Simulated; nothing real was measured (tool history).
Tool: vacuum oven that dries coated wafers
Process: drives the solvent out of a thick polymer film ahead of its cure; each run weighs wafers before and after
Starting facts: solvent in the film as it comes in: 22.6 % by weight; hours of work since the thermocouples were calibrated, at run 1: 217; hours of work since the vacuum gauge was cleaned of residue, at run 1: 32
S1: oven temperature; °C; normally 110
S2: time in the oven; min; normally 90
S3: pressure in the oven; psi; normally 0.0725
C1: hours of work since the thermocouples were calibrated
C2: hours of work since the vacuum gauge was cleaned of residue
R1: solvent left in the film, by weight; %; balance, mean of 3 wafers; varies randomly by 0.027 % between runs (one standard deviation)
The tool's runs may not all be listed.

Run 1, hour 0: usual settings; C1 217; C2 32. Result: R1 1.33 %.
Run 2, hour 8.7: usual settings; C1 222; C2 37. Result: R1 1.25 %.
Run 3, hour 20.4: usual settings; C1 228; C2 44. Result: R1 1.28 %.
Run 4, hour 32.6: usual settings; C1 235; C2 51. Result: R1 1.32 %.
Run 5, hour 39: usual settings but S2 48 min; C1 239; C2 55. Result: R1 3.99 %.
Run 6, hour 48.4: usual settings but S2 85 min; C1 245; C2 60. Result: R1 1.5 %.
Run 7, hour 62.4: usual settings but S2 85 min; C1 253; C2 68. Result: R1 1.45 %.
Run 8, hour 71.1: usual settings but S2 85 min; C1 258; C2 73. Result: R1 1.45 %.
Run 9, hour 79: usual settings but S3 0.1472 psi; C1 262; C2 78. Result: R1 1.71 %.
Run 10, hour 91.7: usual settings but S1 108 °C, S2 133 min, S3 0.1917 psi; C1 270; C2 85. Result: R1 1.43 %.
Run 11, hour 103.5: usual settings but S1 109 °C, S2 54 min, S3 0.0399 psi; C1 277; C2 92. Result: R1 3.45 %.
At hour 106.7: oven's thermocouples calibrated.
Run 12, hour 116.4: usual settings but S1 113 °C, S2 46 min, S3 0.1192 psi; C1 6; C2 99. Result: R1 3.59 %.
Run 13, hour 127.7: usual settings but S1 111 °C, S2 88 min; C1 12; C2 105. Result: R1 1.25 %.
Run 14, hour 139.9: usual settings but S1 113 °C, S2 48 min; C1 19; C2 112. Result: R1 3.21 %.
Run 15, hour 150.6: usual settings but S1 108 °C, S3 0.1562 psi; C1 25; C2 118. Result: R1 2.02 %.
Run 16, hour 165.9: usual settings but S1 123 °C, S3 0.1278 psi; C1 34; C2 127. Result: R1 0.55 %.

Alternative continuations, all from the tool just after run 16; predict every row:
Run A, hour 180.8: usual settings but S1 107 °C, S2 155 min, S3 0.1601 psi; C1 43; C2 136. Result: R1 ?.
Run B, hour 180.8: usual settings but S1 109 °C, S2 159 min, S3 0.1278 psi; C1 43; C2 136. Result: R1 ?.
Run C, hour 180.8: usual settings but S1 100 °C; C1 43; C2 136. Result: R1 ?.

run    R1
  A  1.18
  B  0.86
  C  3.42
With no hidden state in the tool, these same runs would have given:
run    R1
  A  1.12
  B   0.8
  C  3.35

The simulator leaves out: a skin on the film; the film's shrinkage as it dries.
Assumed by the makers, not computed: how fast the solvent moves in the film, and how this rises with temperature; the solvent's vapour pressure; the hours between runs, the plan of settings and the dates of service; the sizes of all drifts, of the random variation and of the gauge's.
